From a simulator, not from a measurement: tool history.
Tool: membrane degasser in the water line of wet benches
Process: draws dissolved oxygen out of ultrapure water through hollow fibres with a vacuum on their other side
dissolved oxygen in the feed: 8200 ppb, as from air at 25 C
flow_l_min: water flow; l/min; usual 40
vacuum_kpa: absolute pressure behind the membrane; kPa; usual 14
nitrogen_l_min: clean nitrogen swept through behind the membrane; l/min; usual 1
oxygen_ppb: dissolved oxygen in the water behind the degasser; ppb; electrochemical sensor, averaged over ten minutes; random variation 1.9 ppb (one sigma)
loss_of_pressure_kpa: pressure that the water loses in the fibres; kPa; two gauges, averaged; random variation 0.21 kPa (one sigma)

run,hour,flow_l_min,vacuum_kpa,nitrogen_l_min,oxygen_ppb,loss_of_pressure_kpa
1,0,40,14,1,806.7,49.19
2,66.9,40,14,1,812.2,48.97
3,125.6,40,14,1,807,49.25
4,191.2,40,14,1,811,49.29
5,294.2,40,14,1,811.1,49.21
6,380.5,40,14,2.72,365.4,49.49
7,477.2,40,14,1.92,486.4,49.48
8,537,46,15.3,2.58,483.5,56.5
9,606.1,37,17.8,0.82,1149.7,45.87
10,672.6,37,17.8,0.82,1150.1,45.53
11,757,37,17.8,0.82,1155.2,46.09
12,868.9,40,24.3,0.8,1692.4,49.33
13,926.7,53,16.9,1.08,1177.1,65.61

Forecast each of these 5 alternatives for the next run:
A,997.5,27,14,1,?,?
B,997.5,63,28.4,0.97,?,?
C,997.5,49,17.6,2.17,?,?
D,997.5,50,23.7,1.08,?,?
E,997.5,60,14,0.75,?,?

run,oxygen_ppb,loss_of_pressure_kpa
A,593.5,33.3
B,2330.6,77.01
C,693,60.4
D,1587.5,61.53
E,1333.5,74.22
Without the tool's hidden state the same runs would have given:
run,oxygen_ppb,loss_of_pressure_kpa
A,588.5,32.25
B,2321.5,74.58
C,685.1,58.5
D,1579.5,59.58
E,1322.5,71.88
